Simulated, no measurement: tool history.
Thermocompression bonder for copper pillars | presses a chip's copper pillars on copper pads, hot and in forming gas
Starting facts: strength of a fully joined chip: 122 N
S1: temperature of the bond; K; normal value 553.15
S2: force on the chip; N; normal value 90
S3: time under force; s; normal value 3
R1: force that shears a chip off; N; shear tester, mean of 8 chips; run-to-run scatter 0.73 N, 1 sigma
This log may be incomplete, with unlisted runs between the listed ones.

{"run": 1, "hour": 0.0, "S1": 553.15, "S2": 90, "S3": 3, "R1": 45.9}
{"run": 2, "hour": 32.3, "S1": 553.15, "S2": 90, "S3": 3, "R1": 47.1}
{"run": 3, "hour": 76.5, "S1": 553.15, "S2": 90, "S3": 3, "R1": 46.3}
{"run": 4, "hour": 133.8, "S1": 553.15, "S2": 90, "S3": 4, "R1": 50.0}
{"run": 5, "hour": 168.6, "S1": 541.15, "S2": 90, "S3": 4, "R1": 44.0}
{"run": 6, "hour": 230.5, "S1": 541.15, "S2": 90, "S3": 4, "R1": 42.7}
{"run": 7, "hour": 275.0, "S1": 553.15, "S2": 77, "S3": 3, "R1": 37.5}
{"hour": 298.5, "done": "forming gas filter changed"}
{"run": 8, "hour": 306.2, "S1": 553.15, "S2": 77, "S3": 6, "R1": 53.0}
{"hour": 312.4, "done": "heater calibrated with a thermocouple chip"}
{"run": 9, "hour": 340.2, "S1": 553.15, "S2": 77, "S3": 6, "R1": 52.6}
{"run": 10, "hour": 371.5, "S1": 540.15, "S2": 83, "S3": 7, "R1": 52.8}
{"run": 11, "hour": 431.0, "S1": 570.15, "S2": 59, "S3": 5, "R1": 44.3}
{"run": 12, "hour": 501.7, "S1": 565.15, "S2": 87, "S3": 3, "R1": 48.2}
{"run": 13, "hour": 533.6, "S1": 553.15, "S2": 83, "S3": 6, "R1": 52.6}
{"hour": 552.4, "done": "heater calibrated with a thermocouple chip, once more"}
{"run": 14, "hour": 604.3, "S1": 553.15, "S2": 83, "S3": 6, "R1": 54.7}
{"run": 15, "hour": 640.3, "S1": 565.15, "S2": 119, "S3": 2, "R1": 57.0}

Below are 4 alternative next runs, each starting from the tool's condition after run 15. Predict each:
{"run": "A", "hour": 703.8, "S1": 547.15, "S2": 66, "S3": 4, "R1": "?"}
{"run": "B", "hour": 703.8, "S1": 582.15, "S2": 85, "S3": 2, "R1": "?"}
{"run": "C", "hour": 703.8, "S1": 553.15, "S2": 131, "S3": 2, "R1": "?"}
{"run": "D", "hour": 703.8, "S1": 560.15, "S2": 90, "S3": 2, "R1": "?"}

run=A R1=36.1
run=B R1=47.4
run=C R1=53.4
run=D R1=40.3
Without the tool's unlogged condition, the same runs would have read:
run=A R1=43.5
run=B R1=56.9
run=C R1=63.7
run=D R1=48.6
